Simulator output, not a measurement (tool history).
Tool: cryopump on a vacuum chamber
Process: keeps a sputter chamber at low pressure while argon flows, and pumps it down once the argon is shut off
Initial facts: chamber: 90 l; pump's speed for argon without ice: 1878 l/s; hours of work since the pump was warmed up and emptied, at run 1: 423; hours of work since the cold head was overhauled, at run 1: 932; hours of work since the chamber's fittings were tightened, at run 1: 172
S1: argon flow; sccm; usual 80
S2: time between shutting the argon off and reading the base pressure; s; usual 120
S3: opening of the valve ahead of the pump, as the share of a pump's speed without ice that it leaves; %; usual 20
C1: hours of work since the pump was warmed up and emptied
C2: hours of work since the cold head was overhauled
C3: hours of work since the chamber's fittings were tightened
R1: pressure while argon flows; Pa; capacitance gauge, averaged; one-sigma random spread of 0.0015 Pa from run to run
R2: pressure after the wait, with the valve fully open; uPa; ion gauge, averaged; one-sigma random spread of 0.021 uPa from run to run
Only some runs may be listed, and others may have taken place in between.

run     day   S1   S2  S3   C1    C2   C3      R1    R2
  1   0.000   80  120  20  423   932  172  0.3823  0.58
  2   1.717   80  120  20  449   958  197  0.3840  0.62
      3.217  -- pump warmed up, emptied and cooled again
  3   4.888  119  120  20   25  1002  242  0.5376  0.56
  4   7.204  119  120  20   60  1037  276  0.5397  0.58
  5   9.971  119  120  20  101  1079  318  0.5425  0.61
  6  12.050   80  120  20  132  1110  349  0.3639  0.60
  7  15.000  120  120  20  176  1154  393  0.5564  0.67
  8  17.367   78  120  20  212  1189  428  0.3619  0.69
  9  19.029   78  120  20  237  1214  453  0.3614  0.76
 10  20.871   77   52  42  264  1242  481  0.1779  1.04
 11  24.275   35  164  20  315  1293  532  0.1650  0.71
 12  26.908   80  122  20  355  1332  571  0.3807  0.86
 13  29.008   80   21  27  386  1363  603  0.2878  1.85

Difference, measured minus no-hidden-state, one row per run. Run-to-run variation is common to both terms; the gauge's own scatter need not be:
Unlogged tool condition in this case: pump's speed, % of a pump's without ice; cold plate's temperature, K; leak into the chamber, uPa l/s; drift of the gauge itself on working_pa, %; drift of the gauge itself on base_upa, %.
run       R1     R2
  1  +0.0226  +0.21
  2  +0.0242  +0.24
  3  +0.0029  +0.18
  4  +0.0055  +0.21
  5  +0.0087  +0.24
  6  +0.0073  +0.26
  7  +0.0145  +0.30
  8  +0.0111  +0.33
  9  +0.0123  +0.36
 10  +0.0138  +0.39
 11  +0.0076  +0.42
 12  +0.0203  +0.48
 13  +0.0222  +0.52

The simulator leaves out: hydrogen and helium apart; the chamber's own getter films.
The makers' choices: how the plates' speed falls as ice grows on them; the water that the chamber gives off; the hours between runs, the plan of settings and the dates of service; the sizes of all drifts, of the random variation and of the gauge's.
